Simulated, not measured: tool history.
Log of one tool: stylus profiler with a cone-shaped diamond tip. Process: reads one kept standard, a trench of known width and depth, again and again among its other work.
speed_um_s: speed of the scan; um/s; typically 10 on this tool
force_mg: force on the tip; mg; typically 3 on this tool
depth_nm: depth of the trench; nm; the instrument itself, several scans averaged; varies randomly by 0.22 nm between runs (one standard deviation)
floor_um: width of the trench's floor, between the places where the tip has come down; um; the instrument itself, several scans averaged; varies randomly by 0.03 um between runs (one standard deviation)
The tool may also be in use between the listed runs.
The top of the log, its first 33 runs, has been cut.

run,hour,speed_um_s,force_mg,depth_nm,floor_um
34,704.8,10,8.44,1016.75,13.32
# hour 716.1: new tip fitted, height scale calibrated
35,732,5,4.51,1009.78,16.03
36,763,2,7.07,1012.54,16.02
37,783.7,2,7.07,1012.5,16.01
38,812.1,30,2.63,1006.51,15.88
39,841.3,3,1.09,1003.71,15.87
40,855.2,13,3,1007.3,15.85
41,870.6,15,4.36,1009.28,15.85
42,891.2,15,4.36,1009.42,15.83
43,907,15,4.36,1009.08,15.83
44,937.7,10,4.22,1009.3,15.8

What will run 45 give?
45,955.3,27,3,?,?

Run 45 yielded depth_nm 1007.55 nm, floor_um 15.79 um.
With the hidden condition absent and the run-to-run variation left alone, this run would have shown depth_nm 1007.26 nm, floor_um 15.97 um.

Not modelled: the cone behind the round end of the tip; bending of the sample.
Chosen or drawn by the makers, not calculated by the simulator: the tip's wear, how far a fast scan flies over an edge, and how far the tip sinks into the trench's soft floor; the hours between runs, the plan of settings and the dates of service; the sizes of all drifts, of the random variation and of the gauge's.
